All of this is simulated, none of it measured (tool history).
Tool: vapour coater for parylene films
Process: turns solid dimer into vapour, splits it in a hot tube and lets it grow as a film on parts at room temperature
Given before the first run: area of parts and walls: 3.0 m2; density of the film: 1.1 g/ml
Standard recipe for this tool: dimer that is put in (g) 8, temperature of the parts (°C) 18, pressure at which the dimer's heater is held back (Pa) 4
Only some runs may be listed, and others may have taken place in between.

run   hour  dimer that is put in (g)  temperature of the parts (°C)  pressure at which the dimer's heater is held back (Pa)  thickness of the film (nm)
  1      0                         8                             18                                                       4                        1800
  2    8.9                         8                             18                                                       4                        1810
  3   18.5                         8                             18                                                       4                        1790
  4   32.8                         8                             18                                                       4                        1750
  5   43.6                         8                             18                                                       4                        1780
  6   52.6                         8                             18                                                       4                        1750
  7   59.5                         8                             18                                                       4                        1720
  8     74                         8                             18                                                       4                        1740
  9   84.5                         8                             18                                                       4                        1780
 10   91.1                         7                             18                                                    3.42                        1590
 11   97.9                         6                             10                                                    8.23                        1650
 12  111.3                        11                             24                                                    2.72                        1870
 13  120.4                        11                             24                                                    2.72                        1860
 14  132.3                        14                             10                                                   11.55                        3770
 15  142.1                        14                             10                                                   11.55                        3820
 16  150.4                         3                             13                                                    3.93                         830

Alternative continuations, all from the tool just after run 16; predict every row:
  A  165.6                        10                             18                                                       4                           ?
  B  165.6                         7                             24                                                    3.14                           ?
  C  165.6                        10                             13                                                       4                           ?
  D  165.6                         3                             11                                                   11.81                           ?
  E  165.6                         4                             15                                                    3.47                           ?

run  thickness of the film (nm)
  A                        2170
  B                        1180
  C                        2700
  D                         790
  E                        1010
Without the tool's unlogged condition, the same runs would have read:
run  thickness of the film (nm)
  A                        2450
  B                        1330
  C                        2990
  D                         880
  E                        1140
